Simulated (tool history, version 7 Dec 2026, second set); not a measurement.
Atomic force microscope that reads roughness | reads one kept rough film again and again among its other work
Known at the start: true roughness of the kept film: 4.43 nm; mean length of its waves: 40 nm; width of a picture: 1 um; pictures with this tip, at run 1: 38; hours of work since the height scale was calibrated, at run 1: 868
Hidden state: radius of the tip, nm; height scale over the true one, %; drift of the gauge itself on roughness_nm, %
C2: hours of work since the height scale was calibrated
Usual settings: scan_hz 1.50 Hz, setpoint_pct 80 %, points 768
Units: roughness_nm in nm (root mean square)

run 1 hour=0.0 | scan_hz=1.50 setpoint_pct=80 points=768 | pictures_with_this_tip=38 C2=868 | roughness_nm=3.831
run 2 hour=23.6 | scan_hz=1.50 setpoint_pct=80 points=768 | pictures_with_this_tip=72 C2=887 | roughness_nm=3.828
run 3 hour=49.0 | scan_hz=0.66 setpoint_pct=80 points=768 | pictures_with_this_tip=109 C2=907 | roughness_nm=4.001
run 4 hour=81.2 | scan_hz=0.66 setpoint_pct=80 points=768 | pictures_with_this_tip=155 C2=933 | roughness_nm=3.984
run 5 hour=104.3 | scan_hz=0.66 setpoint_pct=80 points=768 | pictures_with_this_tip=188 C2=951 | roughness_nm=3.979
-- hour=108.4 new tip fitted
run 6 hour=134.3 | scan_hz=0.66 setpoint_pct=80 points=768 | pictures_with_this_tip=37 C2=975 | roughness_nm=3.974
run 7 hour=151.7 | scan_hz=0.66 setpoint_pct=80 points=768 | pictures_with_this_tip=62 C2=988 | roughness_nm=4.007
run 8 hour=167.1 | scan_hz=0.66 setpoint_pct=80 points=768 | pictures_with_this_tip=84 C2=1001 | roughness_nm=4.016
run 9 hour=196.0 | scan_hz=0.66 setpoint_pct=80 points=768 | pictures_with_this_tip=126 C2=1024 | roughness_nm=4.000
run 10 hour=217.4 | scan_hz=0.66 setpoint_pct=80 points=768 | pictures_with_this_tip=156 C2=1041 | roughness_nm=4.005
-- hour=244.6 new tip fitted
run 11 hour=245.5 | scan_hz=1.50 setpoint_pct=80 points=768 | pictures_with_this_tip=1 C2=1063 | roughness_nm=3.860
run 12 hour=270.1 | scan_hz=1.50 setpoint_pct=80 points=768 | pictures_with_this_tip=37 C2=1082 | roughness_nm=3.863
run 13 hour=286.1 | scan_hz=0.55 setpoint_pct=80 points=768 | pictures_with_this_tip=60 C2=1095 | roughness_nm=3.983
run 14 hour=317.3 | scan_hz=0.55 setpoint_pct=80 points=768 | pictures_with_this_tip=105 C2=1120 | roughness_nm=4.029
run 15 hour=343.1 | scan_hz=0.55 setpoint_pct=80 points=768 | pictures_with_this_tip=142 C2=1140 | roughness_nm=4.033
run 16 hour=375.7 | scan_hz=0.55 setpoint_pct=80 points=768 | pictures_with_this_tip=189 C2=1166 | roughness_nm=4.039
-- hour=380.6 new tip fitted
run 17 hour=392.5 | scan_hz=0.55 setpoint_pct=80 points=768 | pictures_with_this_tip=17 C2=1179 | roughness_nm=4.008
run 18 hour=423.8 | scan_hz=0.55 setpoint_pct=80 points=768 | pictures_with_this_tip=62 C2=1204 | roughness_nm=4.013
run 19 hour=448.5 | scan_hz=0.55 setpoint_pct=80 points=768 | pictures_with_this_tip=98 C2=1224 | roughness_nm=4.051
run 20 hour=475.7 | scan_hz=0.55 setpoint_pct=80 points=768 | pictures_with_this_tip=137 C2=1246 | roughness_nm=4.007
run 21 hour=507.4 | scan_hz=1.50 setpoint_pct=80 points=768 | pictures_with_this_tip=183 C2=1271 | roughness_nm=3.876
-- hour=515.8 new tip fitted
run 22 hour=529.2 | scan_hz=1.50 setpoint_pct=80 points=768 | pictures_with_this_tip=19 C2=1288 | roughness_nm=3.860
run 23 hour=550.3 | scan_hz=1.50 setpoint_pct=80 points=768 | pictures_with_this_tip=50 C2=1305 | roughness_nm=3.857
run 24 hour=571.2 | scan_hz=1.50 setpoint_pct=80 points=768 | pictures_with_this_tip=80 C2=1321 | roughness_nm=3.850
run 25 hour=600.3 | scan_hz=0.70 setpoint_pct=80 points=768 | pictures_with_this_tip=122 C2=1344 | roughness_nm=4.007
run 26 hour=626.2 | scan_hz=1.50 setpoint_pct=80 points=600 | pictures_with_this_tip=159 C2=1365 | roughness_nm=3.853
-- hour=650.3 new tip fitted
run 27 hour=653.5 | scan_hz=0.53 setpoint_pct=80 points=768 | pictures_with_this_tip=5 C2=1386 | roughness_nm=4.008
run 28 hour=671.5 | scan_hz=1.04 setpoint_pct=90 points=980 | pictures_with_this_tip=30 C2=1401 | roughness_nm=3.824
run 29 hour=697.6 | scan_hz=1.04 setpoint_pct=90 points=980 | pictures_with_this_tip=68 C2=1421 | roughness_nm=3.860
run 30 hour=716.5 | scan_hz=1.04 setpoint_pct=90 points=980 | pictures_with_this_tip=95 C2=1436 | roughness_nm=3.858
run 31 hour=742.7 | scan_hz=3.33 setpoint_pct=90 points=980 | pictures_with_this_tip=133 C2=1457 | roughness_nm=3.370
run 32 hour=766.4 | scan_hz=3.33 setpoint_pct=90 points=980 | pictures_with_this_tip=167 C2=1476 | roughness_nm=3.339
-- hour=785.6 new tip fitted
run 33 hour=796.1 | scan_hz=1.50 setpoint_pct=80 points=411 | pictures_with_this_tip=15 C2=1499 | roughness_nm=3.853
run 34 hour=825.2 | scan_hz=1.50 setpoint_pct=74 points=411 | pictures_with_this_tip=57 C2=1523 | roughness_nm=3.930
run 35 hour=849.1 | scan_hz=1.50 setpoint_pct=74 points=411 | pictures_with_this_tip=91 C2=1542 | roughness_nm=3.925
run 36 hour=871.7 | scan_hz=2.29 setpoint_pct=74 points=374 | pictures_with_this_tip=124 C2=1560 | roughness_nm=3.830
run 37 hour=903.9 | scan_hz=0.58 setpoint_pct=74 points=523 | pictures_with_this_tip=170 C2=1585 | roughness_nm=4.045
-- hour=919.5 new tip fitted
run 38 hour=929.9 | scan_hz=0.58 setpoint_pct=70 points=958 | pictures_with_this_tip=15 C2=1605 | roughness_nm=4.044
run 39 hour=950.6 | scan_hz=0.56 setpoint_pct=58 points=1002 | pictures_with_this_tip=45 C2=1622 | roughness_nm=4.124
run 40 hour=970.5 | scan_hz=0.56 setpoint_pct=58 points=1002 | pictures_with_this_tip=73 C2=1638 | roughness_nm=4.076
run 41 hour=1003.1 | scan_hz=0.61 setpoint_pct=88 points=768 | pictures_with_this_tip=120 C2=1664 | roughness_nm=3.962
run 42 hour=1019.6 | scan_hz=0.59 setpoint_pct=68 points=768 | pictures_with_this_tip=144 C2=1677 | roughness_nm=4.067
run 43 hour=1044.0 | scan_hz=0.59 setpoint_pct=68 points=768 | pictures_with_this_tip=179 C2=1696 | roughness_nm=4.057
-- hour=1053.3 new tip fitted
run 44 hour=1073.9 | scan_hz=1.01 setpoint_pct=79 points=768 | pictures_with_this_tip=30 C2=1720 | roughness_nm=3.944
run 45 hour=1096.3 | scan_hz=1.01 setpoint_pct=79 points=768 | pictures_with_this_tip=62 C2=1738 | roughness_nm=3.948
run 46 hour=1128.5 | scan_hz=1.61 setpoint_pct=69 points=768 | pictures_with_this_tip=108 C2=1763 | roughness_nm=3.968
run 47 hour=1143.9 | scan_hz=2.50 setpoint_pct=63 points=979 | pictures_with_this_tip=130 C2=1775 | roughness_nm=3.939
run 48 hour=1160.2 | scan_hz=2.50 setpoint_pct=63 points=979 | pictures_with_this_tip=154 C2=1788 | roughness_nm=3.948
run 49 hour=1185.3 | scan_hz=0.67 setpoint_pct=80 points=554 | pictures_with_this_tip=190 C2=1808 | roughness_nm=3.994
-- hour=1187.2 new tip fitted
run 50 hour=1204.4 | scan_hz=1.48 setpoint_pct=88 points=969 | pictures_with_this_tip=25 C2=1823 | roughness_nm=3.758
run 51 hour=1221.7 | scan_hz=1.48 setpoint_pct=88 points=969 | pictures_with_this_tip=50 C2=1837 | roughness_nm=3.770
run 52 hour=1252.2 | scan_hz=1.48 setpoint_pct=88 points=969 | pictures_with_this_tip=93 C2=1861 | roughness_nm=3.763

Forecast each of these 5 alternatives for the next run:
run A hour=1283.6 | scan_hz=1.50 setpoint_pct=60 points=768 | pictures_with_this_tip=139 C2=1886 | roughness_nm=?
run B hour=1283.6 | scan_hz=1.50 setpoint_pct=80 points=332 | pictures_with_this_tip=139 C2=1886 | roughness_nm=?
run C hour=1283.6 | scan_hz=1.50 setpoint_pct=72 points=768 | pictures_with_this_tip=139 C2=1886 | roughness_nm=?
run D hour=1283.6 | scan_hz=1.05 setpoint_pct=88 points=969 | pictures_with_this_tip=139 C2=1886 | roughness_nm=?
run E hour=1283.6 | scan_hz=1.48 setpoint_pct=88 points=620 | pictures_with_this_tip=139 C2=1886 | roughness_nm=?

run=A roughness_nm=4.058
run=B roughness_nm=3.817
run=C roughness_nm=3.958
run=D roughness_nm=3.836
run=E roughness_nm=3.748
Without the tool's hidden state the same runs would have given:
run=A roughness_nm=4.062
run=B roughness_nm=3.821
run=C roughness_nm=3.962
run=D roughness_nm=3.840
run=E roughness_nm=3.753
